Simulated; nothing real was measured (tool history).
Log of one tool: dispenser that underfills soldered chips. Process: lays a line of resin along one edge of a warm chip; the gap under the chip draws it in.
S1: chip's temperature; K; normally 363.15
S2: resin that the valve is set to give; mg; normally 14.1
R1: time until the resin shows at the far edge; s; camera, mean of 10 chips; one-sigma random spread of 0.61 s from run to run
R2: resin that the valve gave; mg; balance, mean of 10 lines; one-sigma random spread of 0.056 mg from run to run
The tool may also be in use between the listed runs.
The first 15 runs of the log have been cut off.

run,hour,S1,S2,R1,R2
# hour 102.5: new syringe of resin
16,102.8,363.15,17.7,50.9,17.64
17,109.3,363.15,17.7,60.2,17.47
# hour 112.6: new syringe of resin
18,118.4,363.15,14.5,61.8,14.29
# hour 122.9: new syringe of resin
19,126.5,365.15,14.5,54.5,14.27
20,131.9,364.15,14.7,64.8,14.41
# hour 133.1: new syringe of resin
21,138.2,356.15,13.8,79.9,13.47
# hour 143.1: new syringe of resin
22,147.7,350.15,17.8,98.2,17.34
# hour 153.4: new syringe of resin
23,157.8,361.15,17.8,61.3,17.21
# hour 163.9: new syringe of resin
24,164.7,367.15,17.2,44.1,16.66
25,169.3,350.15,15.2,102.3,14.57
# hour 170.8: dispensing valve cleaned and set on the balance
# hour 175.1: new syringe of resin
26,175.6,374.15,12.3,35.9,12.25
27,181.7,374.15,12.3,42.4,12.14
# hour 185.5: new syringe of resin
28,188.0,352.15,13.5,89.9,13.44
29,194.9,352.15,18.0,100.0,17.78
# hour 196.1: new syringe of resin
30,204.8,373.15,16.6,41.8,16.33
# hour 206.5: new syringe of resin
31,210.5,363.15,16.2,55.1,15.94
# hour 216.8: new syringe of resin
32,218.7,350.15,14.1,95.7,13.81
33,224.3,350.15,14.1,110.0,13.69
# hour 227.0: new syringe of resin
34,232.3,350.15,14.1,101.2,13.66
# hour 237.4: new syringe of resin
35,239.1,350.15,14.1,95.4,13.56

Consider 4 possible next runs. They are alternatives, not a sequence: every one starts from the tool as it was left by run 35. What does each give?
A,243.9,375.15,14.6,?,?
B,243.9,372.15,15.3,?,?
C,243.9,357.15,13.0,?,?
D,243.9,375.15,13.1,?,?

run,R1,R2
A,38.1,14.07
B,41.4,14.73
C,79.8,12.62
D,38.8,12.60
Without the tool's hidden state the same runs would have given:
run,R1,R2
A,33.4,14.59
B,36.4,15.27
C,69.9,13.08
D,33.9,13.07

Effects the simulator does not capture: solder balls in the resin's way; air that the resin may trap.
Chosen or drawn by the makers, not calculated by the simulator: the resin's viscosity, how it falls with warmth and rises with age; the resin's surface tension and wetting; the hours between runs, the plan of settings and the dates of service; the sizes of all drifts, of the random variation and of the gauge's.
